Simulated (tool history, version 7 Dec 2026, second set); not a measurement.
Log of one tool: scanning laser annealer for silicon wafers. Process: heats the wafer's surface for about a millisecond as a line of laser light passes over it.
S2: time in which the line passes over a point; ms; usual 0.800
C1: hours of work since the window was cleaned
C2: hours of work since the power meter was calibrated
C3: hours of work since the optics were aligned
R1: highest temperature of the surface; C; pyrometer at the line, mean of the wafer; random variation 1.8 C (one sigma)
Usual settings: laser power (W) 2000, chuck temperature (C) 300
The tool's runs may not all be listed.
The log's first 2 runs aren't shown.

Run 3, hour 16.1: usual settings; C1 361; C2 202; C3 1369. Result: R1 1043 C.
Run 4, hour 21.2: usual settings but chuck temperature (C) 307; C1 364; C2 204; C3 1371. Result: R1 1047 C.
Run 5, hour 29.3: usual settings but chuck temperature (C) 307; C1 368; C2 208; C3 1375. Result: R1 1046 C.
Run 6, hour 35.7: usual settings but laser power (W) 1995; C1 371; C2 211; C3 1378. Result: R1 1035 C.
Run 7, hour 43.9: usual settings but laser power (W) 1717; C1 375; C2 216; C3 1383. Result: R1 899 C.
Run 8, hour 50.6: usual settings but laser power (W) 1717; C1 379; C2 219; C3 1386. Result: R1 906 C.
Run 9, hour 61.3: usual settings but laser power (W) 1717; C1 384; C2 224; C3 1391. Result: R1 904 C.
Run 10, hour 71.2: usual settings; C1 389; C2 229; C3 1396. Result: R1 1036 C.
Run 11, hour 80.3: usual settings; C1 394; C2 234; C3 1401. Result: R1 1036 C.
Run 12, hour 87.0: usual settings; C1 397; C2 237; C3 1404. Result: R1 1040 C.
Run 13, hour 91.8: usual settings; C1 400; C2 240; C3 1407. Result: R1 1037 C.
Run 14, hour 100.0: usual settings; C1 404; C2 244; C3 1411. Result: R1 1034 C.
Run 15, hour 109.6: usual settings but S2 0.879 ms; C1 409; C2 249; C3 1416. Result: R1 1070 C.
Run 16, hour 114.3: usual settings but S2 0.879 ms; C1 411; C2 251; C3 1418. Result: R1 1071 C.
Run 17, hour 121.8: usual settings but S2 0.741 ms; C1 415; C2 255; C3 1422. Result: R1 1011 C.
Run 18, hour 126.4: usual settings but S2 0.741 ms; C1 417; C2 257; C3 1424. Result: R1 1011 C.
Run 19, hour 135.3: usual settings but S2 0.741 ms; C1 422; C2 262; C3 1429. Result: R1 1010 C.
Run 20, hour 141.4: usual settings but S2 0.741 ms; C1 425; C2 265; C3 1432. Result: R1 1011 C.
Run 21, hour 149.3: usual settings but chuck temperature (C) 302; C1 429; C2 269; C3 1436. Result: R1 1040 C.
Run 22, hour 159.2: usual settings but laser power (W) 1998, chuck temperature (C) 308; C1 434; C2 274; C3 1441. Result: R1 1044 C.
Run 23, hour 164.5: usual settings but laser power (W) 1998, chuck temperature (C) 308; C1 436; C2 277; C3 1444. Result: R1 1046 C.
Run 24, hour 175.2: usual settings but laser power (W) 1998, S2 0.642 ms, chuck temperature (C) 282; C1 442; C2 282; C3 1449. Result: R1 941 C.
Run 25, hour 180.7: usual settings but S2 0.940 ms, chuck temperature (C) 288; C1 445; C2 285; C3 1452. Result: R1 1081 C.
Run 26, hour 187.3: usual settings but S2 0.618 ms, chuck temperature (C) 278; C1 448; C2 288; C3 1455. Result: R1 932 C.
Run 27, hour 195.7: usual settings but laser power (W) 1927, S2 0.996 ms; C1 452; C2 292; C3 1459. Result: R1 1075 C.

The next listed run, before its measurement:
Run 28, hour 200.7: usual settings but laser power (W) 1927, S2 0.996 ms; C1 455; C2 295; C3 1462. Result: R1 ?.

{"run 28": {"R1": 1075}}
Without the tool's hidden state the same run would have given R1 1103 C.

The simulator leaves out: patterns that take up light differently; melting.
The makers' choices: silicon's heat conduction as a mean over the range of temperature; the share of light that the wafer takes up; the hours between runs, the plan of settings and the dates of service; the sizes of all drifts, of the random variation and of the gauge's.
